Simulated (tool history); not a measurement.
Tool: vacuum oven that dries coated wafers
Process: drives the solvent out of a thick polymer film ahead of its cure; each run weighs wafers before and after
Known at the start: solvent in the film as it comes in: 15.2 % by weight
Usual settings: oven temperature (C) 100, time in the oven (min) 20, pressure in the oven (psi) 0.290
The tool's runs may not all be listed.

run	day	oven temperature (C)	time in the oven (min)	pressure in the oven (psi)	solvent left in the film (%)
1	0.000	100	20	0.290	3.95
2	1.488	100	20	0.290	3.97
3	3.462	100	20	0.290	4.09
4	4.583	100	20	0.290	3.93
5	5.988	100	20	0.290	4.03
6	7.783	100	20	0.290	4.00
7	8.912	100	17	0.290	4.67
8	10.562	100	17	0.290	4.64
9	11.608	100	17	0.290	4.72
10	12.575	100	17	0.290	4.77
11	13.925	100	17	0.290	4.79
# day 15.754: oven's thermocouples calibrated
12	16.012	100	25	0.290	3.12
13	17.692	100	25	0.290	3.18
14	18.912	100	25	0.290	3.13
15	20.012	114	16	1.012	2.85
16	20.971	114	26	1.012	2.05
17	22.854	114	26	1.012	2.02
18	24.475	100	11	0.377	6.80
19	25.617	100	11	0.377	6.77
20	27.375	100	11	0.377	6.77
21	29.292	100	12	0.377	6.46
22	31.262	100	21	0.290	3.77
23	33.308	100	13	0.290	5.95
24	34.700	100	13	0.290	5.90
25	36.267	100	13	0.290	5.89
26	38.121	107	14	0.358	3.93
27	39.750	107	14	0.358	3.77

Forecast each of these 3 alternatives for the next run:
A	41.446	94	14	0.869	?
B	41.446	94	30	0.496	?
C	41.446	94	20	0.290	?

run	solvent left in the film (%)
A	8.34
B	4.57
C	5.69
Without the tool's hidden state the same runs would have given:
run	solvent left in the film (%)
A	8.36
B	4.59
C	5.70

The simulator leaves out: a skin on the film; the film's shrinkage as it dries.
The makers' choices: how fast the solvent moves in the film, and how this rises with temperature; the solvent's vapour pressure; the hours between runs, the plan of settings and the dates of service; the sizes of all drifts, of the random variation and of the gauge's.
